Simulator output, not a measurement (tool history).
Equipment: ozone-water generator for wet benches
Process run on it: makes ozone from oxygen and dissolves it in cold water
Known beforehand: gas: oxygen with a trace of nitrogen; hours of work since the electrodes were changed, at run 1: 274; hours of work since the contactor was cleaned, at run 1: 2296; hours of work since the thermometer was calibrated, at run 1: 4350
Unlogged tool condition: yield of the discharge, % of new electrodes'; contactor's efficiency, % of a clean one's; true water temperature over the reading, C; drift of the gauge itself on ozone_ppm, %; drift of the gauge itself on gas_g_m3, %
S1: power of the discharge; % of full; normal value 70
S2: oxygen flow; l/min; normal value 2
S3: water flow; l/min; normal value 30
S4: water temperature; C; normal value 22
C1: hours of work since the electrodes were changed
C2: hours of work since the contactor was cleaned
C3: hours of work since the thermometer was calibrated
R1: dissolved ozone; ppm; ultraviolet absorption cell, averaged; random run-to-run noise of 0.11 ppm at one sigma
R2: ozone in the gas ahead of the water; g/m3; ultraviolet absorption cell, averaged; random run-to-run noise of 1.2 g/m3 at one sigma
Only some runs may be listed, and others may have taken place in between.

run,hour,S1,S2,S3,S4,C1,C2,C3,R1,R2
1,0,70,2,30,22,274,2296,4350,8.6,207.8
2,23,70,2,30,18,295,2317,4371,8.6,209
3,39.8,70,2,30,18,310,2333,4386,8.8,207.2
4,65.8,83,2,30,22,334,2356,4410,9.6,236.8
5,79.1,83,2,20,22,346,2368,4422,14.6,238
6,104.9,83,2,20,22,369,2392,4445,14.7,235.2
7,128.7,83,2,20,22,391,2414,4467,14.3,236.2
8,143.5,61,1.42,46,27,405,2427,4481,3.7,212.3
9,165.6,61,1.94,40,27,425,2447,4501,5.3,187.7
10,183.9,61,1.94,36,27,441,2464,4517,6.1,188.2
11,206.8,61,1.94,33,27,462,2485,4538,6.6,189.5
# hour 210.9: water thermometer calibrated
12,236,70,2,30,28,488,2511,23,8.1,205.9

What does the tool deliver on the next run?
13,258.9,43,2,19,22,509,2532,44,?,?

{"run 13": {"R1": 9.2, "R2": 141.4}}
Without the tool's hidden state the same run would have given R1 9.5 ppm, R2 143.5 g/m3.
